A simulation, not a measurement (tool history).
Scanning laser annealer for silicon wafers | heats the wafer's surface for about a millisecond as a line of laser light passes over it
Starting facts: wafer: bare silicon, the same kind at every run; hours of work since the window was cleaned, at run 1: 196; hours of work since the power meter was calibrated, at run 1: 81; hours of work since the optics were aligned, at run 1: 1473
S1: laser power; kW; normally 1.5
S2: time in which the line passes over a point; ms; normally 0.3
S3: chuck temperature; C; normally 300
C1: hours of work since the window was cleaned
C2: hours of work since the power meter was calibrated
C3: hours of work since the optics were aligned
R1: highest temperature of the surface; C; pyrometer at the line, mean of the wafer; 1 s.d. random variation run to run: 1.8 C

{"run": 1, "hour": 0.0, "S1": 1.5, "S2": 0.3, "S3": 300, "C1": 196, "C2": 81, "C3": 1473, "R1": 1028}
{"run": 2, "hour": 7.5, "S1": 1.5, "S2": 0.3, "S3": 300, "C1": 201, "C2": 86, "C3": 1479, "R1": 1028}
{"run": 3, "hour": 15.9, "S1": 1.466, "S2": 0.3, "S3": 300, "C1": 207, "C2": 92, "C3": 1484, "R1": 1010}
{"run": 4, "hour": 32.0, "S1": 1.466, "S2": 0.281, "S3": 300, "C1": 218, "C2": 103, "C3": 1496, "R1": 981}
{"run": 5, "hour": 49.6, "S1": 1.5, "S2": 0.3, "S3": 300, "C1": 230, "C2": 116, "C3": 1508, "R1": 1025}
{"run": 6, "hour": 67.1, "S1": 1.433, "S2": 0.3, "S3": 300, "C1": 242, "C2": 128, "C3": 1520, "R1": 989}
{"run": 7, "hour": 84.8, "S1": 1.433, "S2": 0.3, "S3": 300, "C1": 255, "C2": 140, "C3": 1532, "R1": 988}
{"run": 8, "hour": 93.7, "S1": 1.433, "S2": 0.3, "S3": 300, "C1": 261, "C2": 146, "C3": 1538, "R1": 990}
{"run": 9, "hour": 101.2, "S1": 1.433, "S2": 0.3, "S3": 300, "C1": 266, "C2": 151, "C3": 1544, "R1": 989}
{"run": 10, "hour": 115.4, "S1": 1.433, "S2": 0.3, "S3": 300, "C1": 276, "C2": 161, "C3": 1553, "R1": 989}
{"run": 11, "hour": 129.7, "S1": 1.433, "S2": 0.3, "S3": 300, "C1": 286, "C2": 171, "C3": 1563, "R1": 991}
{"run": 12, "hour": 141.1, "S1": 1.433, "S2": 0.3, "S3": 300, "C1": 294, "C2": 179, "C3": 1571, "R1": 989}
{"run": 13, "hour": 154.6, "S1": 1.433, "S2": 0.3, "S3": 300, "C1": 303, "C2": 188, "C3": 1581, "R1": 990}
{"run": 14, "hour": 170.5, "S1": 1.5, "S2": 0.3, "S3": 300, "C1": 314, "C2": 200, "C3": 1592, "R1": 1024}
{"run": 15, "hour": 188.0, "S1": 1.632, "S2": 0.3, "S3": 300, "C1": 326, "C2": 212, "C3": 1604, "R1": 1094}
{"run": 16, "hour": 199.3, "S1": 1.637, "S2": 0.3, "S3": 265, "C1": 334, "C2": 220, "C3": 1612, "R1": 1057}
{"run": 17, "hour": 216.3, "S1": 1.369, "S2": 0.294, "S3": 265, "C1": 346, "C2": 231, "C3": 1623, "R1": 911}
{"run": 18, "hour": 227.8, "S1": 1.357, "S2": 0.294, "S3": 265, "C1": 354, "C2": 239, "C3": 1631, "R1": 903}
{"run": 19, "hour": 242.2, "S1": 1.357, "S2": 0.294, "S3": 265, "C1": 364, "C2": 249, "C3": 1641, "R1": 905}
{"run": 20, "hour": 256.4, "S1": 1.357, "S2": 0.294, "S3": 265, "C1": 374, "C2": 259, "C3": 1651, "R1": 904}
{"run": 21, "hour": 271.0, "S1": 1.559, "S2": 0.22, "S3": 265, "C1": 384, "C2": 269, "C3": 1661, "R1": 887}
{"hour": 277.2, "done": "optics aligned, line set to its width"}
{"run": 22, "hour": 285.4, "S1": 1.482, "S2": 0.315, "S3": 295, "C1": 390, "C2": 276, "C3": 6, "R1": 1035}
{"run": 23, "hour": 301.8, "S1": 1.482, "S2": 0.315, "S3": 295, "C1": 402, "C2": 287, "C3": 17, "R1": 1034}
{"run": 24, "hour": 315.6, "S1": 1.482, "S2": 0.315, "S3": 295, "C1": 411, "C2": 297, "C3": 27, "R1": 1032}
{"run": 25, "hour": 326.4, "S1": 1.529, "S2": 0.265, "S3": 295, "C1": 419, "C2": 304, "C3": 34, "R1": 982}
{"run": 26, "hour": 343.2, "S1": 1.529, "S2": 0.265, "S3": 295, "C1": 430, "C2": 316, "C3": 46, "R1": 984}
{"run": 27, "hour": 360.5, "S1": 1.405, "S2": 0.279, "S3": 274, "C1": 442, "C2": 328, "C3": 58, "R1": 920}
{"run": 28, "hour": 377.0, "S1": 1.405, "S2": 0.279, "S3": 274, "C1": 454, "C2": 339, "C3": 69, "R1": 918}
{"run": 29, "hour": 391.0, "S1": 1.589, "S2": 0.248, "S3": 274, "C1": 463, "C2": 349, "C3": 79, "R1": 965}

3 ways to go on from here, each from the tool as it stands after run 29. What would each give?
{"run": "A", "hour": 400.7, "S1": 1.5, "S2": 0.343, "S3": 330, "C1": 470, "C2": 356, "C3": 86, "R1": "?"}
{"run": "B", "hour": 400.7, "S1": 1.5, "S2": 0.214, "S3": 269, "C1": 470, "C2": 356, "C3": 86, "R1": "?"}
{"run": "C", "hour": 400.7, "S1": 1.589, "S2": 0.301, "S3": 274, "C1": 470, "C2": 356, "C3": 86, "R1": "?"}

run=A R1=1115
run=B R1=863
run=C R1=1044
With the hidden condition removed and each run's random variation left untouched, the same runs would have given:
run=A R1=1134
run=B R1=877
run=C R1=1062
